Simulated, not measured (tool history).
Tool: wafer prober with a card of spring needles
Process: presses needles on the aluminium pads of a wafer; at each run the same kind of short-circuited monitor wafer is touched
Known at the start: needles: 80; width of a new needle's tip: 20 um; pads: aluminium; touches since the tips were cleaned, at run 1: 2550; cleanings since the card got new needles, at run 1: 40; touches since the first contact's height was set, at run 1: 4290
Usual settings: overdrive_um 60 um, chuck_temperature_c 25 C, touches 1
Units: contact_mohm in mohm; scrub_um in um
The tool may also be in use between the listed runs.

| run | day | overdrive_um | chuck_temperature_c | touches | touches since the tips were cleaned | cleanings since the card got new needles | touches since the first contact's height was set | contact_mohm | scrub_um |
|---|---|---|---|---|---|---|---|---|---|
| 1 | 0.000 | 60 | 25 | 1 | 2550 | 40 | 4290 | 261 | 9.965 |
|  | 0.412 | tips cleaned on abrasive film |
| 2 | 0.938 | 60 | 25 | 2 | 5795 | 41 | 14563 | 252 | 9.962 |
|  | 1.075 | tips cleaned on abrasive film |
|  | 1.721 | tips cleaned on abrasive film |
| 3 | 2.067 | 60 | 25 | 2 | 3842 | 43 | 26942 | 242 | 9.953 |
|  | 2.475 | tips cleaned on abrasive film |
|  | 3.117 | tips cleaned on abrasive film |
| 4 | 3.162 | 60 | 63 | 2 | 520 | 45 | 38927 | 225 | 9.949 |
|  | 3.771 | tips cleaned on abrasive film |
| 5 | 3.771 | 60 | 63 | 2 | 0 | 46 | 45570 | 217 | 9.938 |
|  | 4.442 | tips cleaned on abrasive film |
| 6 | 4.625 | 60 | 25 | 1 | 2000 | 47 | 54936 | 243 | 9.922 |
|  | 5.117 | tips cleaned on abrasive film |
| 7 | 5.388 | 60 | 25 | 1 | 3004 | 48 | 63299 | 255 | 9.923 |
|  | 5.800 | tips cleaned on abrasive film |
| 8 | 6.396 | 60 | 25 | 1 | 6558 | 49 | 74370 | 286 | 9.916 |
|  | 6.458 | tips cleaned on abrasive film |
| 9 | 7.012 | 60 | 102 | 1 | 6110 | 50 | 81121 | 292 | 9.904 |
|  | 7.117 | tips cleaned on abrasive film |
| 10 | 7.633 | 60 | 56 | 1 | 5694 | 51 | 87934 | 291 | 9.895 |
|  | 7.800 | tips cleaned on abrasive film |
|  | 8.483 | tips cleaned on abrasive film |
| 11 | 8.750 | 60 | 56 | 1 | 2945 | 53 | 100152 | 270 | 9.892 |
|  | 9.229 | tips cleaned on abrasive film |
|  | 9.896 | tips cleaned on abrasive film |
|  | 9.933 | height of the first contact set anew |
| 12 | 9.933 | 60 | 56 | 1 | 272 | 55 | 0 | 226 | 9.983 |
|  | 10.579 | tips cleaned on abrasive film |
| 13 | 10.942 | 60 | 25 | 1 | 4019 | 56 | 11096 | 273 | 9.969 |
|  | 11.275 | tips cleaned on abrasive film |
| 14 | 11.900 | 75 | 25 | 1 | 6884 | 57 | 21581 | 260 | 12.462 |
|  | 12.029 | tips cleaned on abrasive film |
| 15 | 12.512 | 75 | 25 | 1 | 5319 | 58 | 28314 | 253 | 12.456 |
|  | 12.721 | tips cleaned on abrasive film |
| 16 | 13.221 | 60 | 25 | 2 | 5531 | 59 | 36065 | 255 | 9.957 |
|  | 13.388 | tips cleaned on abrasive film |
|  | 14.108 | tips cleaned on abrasive film |
| 17 | 14.362 | 69 | 26 | 1 | 2815 | 61 | 48562 | 245 | 11.444 |
|  | 14.792 | tips cleaned on abrasive film |
| 18 | 15.317 | 69 | 99 | 2 | 5797 | 62 | 59039 | 253 | 11.427 |
|  | 15.500 | tips cleaned on abrasive film |
|  | 16.192 | tips cleaned on abrasive film |
| 19 | 16.262 | 69 | 99 | 2 | 776 | 64 | 69355 | 231 | 11.416 |
|  | 16.912 | tips cleaned on abrasive film |
|  | 17.571 | tips cleaned on abrasive film |
| 20 | 17.571 | 69 | 99 | 2 | 0 | 66 | 83672 | 228 | 11.407 |
| 21 | 18.146 | 69 | 99 | 2 | 6343 | 66 | 90015 | 251 | 11.389 |
|  | 18.246 | tips cleaned on abrasive film |
| 22 | 18.725 | 50 | 123 | 1 | 5241 | 67 | 96344 | 321 | 8.236 |
|  | 18.892 | tips cleaned on abrasive film |
|  | 19.571 | tips cleaned on abrasive film |
| 23 | 19.638 | 66 | 28 | 1 | 713 | 69 | 106316 | 225 | 10.881 |
|  | 20.242 | tips cleaned on abrasive film |
|  | 20.254 | height of the first contact set anew |
| 24 | 20.742 | 66 | 28 | 1 | 5400 | 70 | 5400 | 273 | 10.982 |
|  | 20.958 | tips cleaned on abrasive film |
|  | 21.717 | tips cleaned on abrasive film |
| 25 | 22.033 | 61 | 42 | 2 | 3494 | 72 | 19511 | 245 | 10.128 |
|  | 22.396 | tips cleaned on abrasive film |
|  | 23.058 | tips cleaned on abrasive film |
| 26 | 23.058 | 61 | 42 | 2 | 0 | 74 | 30740 | 210 | 10.122 |
|  | 23.704 | tips cleaned on abrasive film |
| 27 | 23.992 | 61 | 42 | 2 | 3161 | 75 | 40984 | 239 | 10.112 |
|  | 24.388 | tips cleaned on abrasive film |
| 28 | 24.996 | 61 | 42 | 2 | 6706 | 76 | 51996 | 258 | 10.103 |
|  | 25.100 | tips cleaned on abrasive film |
| 29 | 25.571 | 77 | 32 | 2 | 5180 | 77 | 58286 | 236 | 12.759 |
|  | 25.762 | tips cleaned on abrasive film |
|  | 26.400 | tips cleaned on abrasive film |
| 30 | 26.400 | 77 | 47 | 2 | 0 | 79 | 67334 | 211 | 12.748 |
|  | 27.062 | tips cleaned on abrasive film |
| 31 | 27.154 | 77 | 76 | 2 | 1000 | 80 | 75597 | 226 | 12.739 |

4 ways to go on from here, each from the tool as it stands after run 31. What would each give?
|  | 27.742 | tips cleaned on abrasive film |
| A | 28.146 | 57 | 27 | 1 | 4435 | 81 | 86483 | ? | ? |
|  | 27.742 | tips cleaned on abrasive film |
| B | 28.146 | 77 | 76 | 2 | 4435 | 81 | 86483 | ? | ? |
|  | 27.742 | tips cleaned on abrasive film |
| C | 28.146 | 77 | 113 | 1 | 4435 | 81 | 86483 | ? | ? |
|  | 27.742 | tips cleaned on abrasive film |
| D | 28.146 | 60 | 28 | 2 | 4435 | 81 | 86483 | ? | ? |

| run | contact_mohm | scrub_um |
|---|---|---|
| A | 279 | 9.403 |
| B | 234 | 12.730 |
| C | 263 | 12.726 |
| D | 246 | 9.902 |
Without the tool's hidden state the same runs would have given:
| run | contact_mohm | scrub_um |
|---|---|---|
| A | 206 | 9.479 |
| B | 210 | 12.806 |
| C | 225 | 12.803 |
| D | 206 | 9.978 |
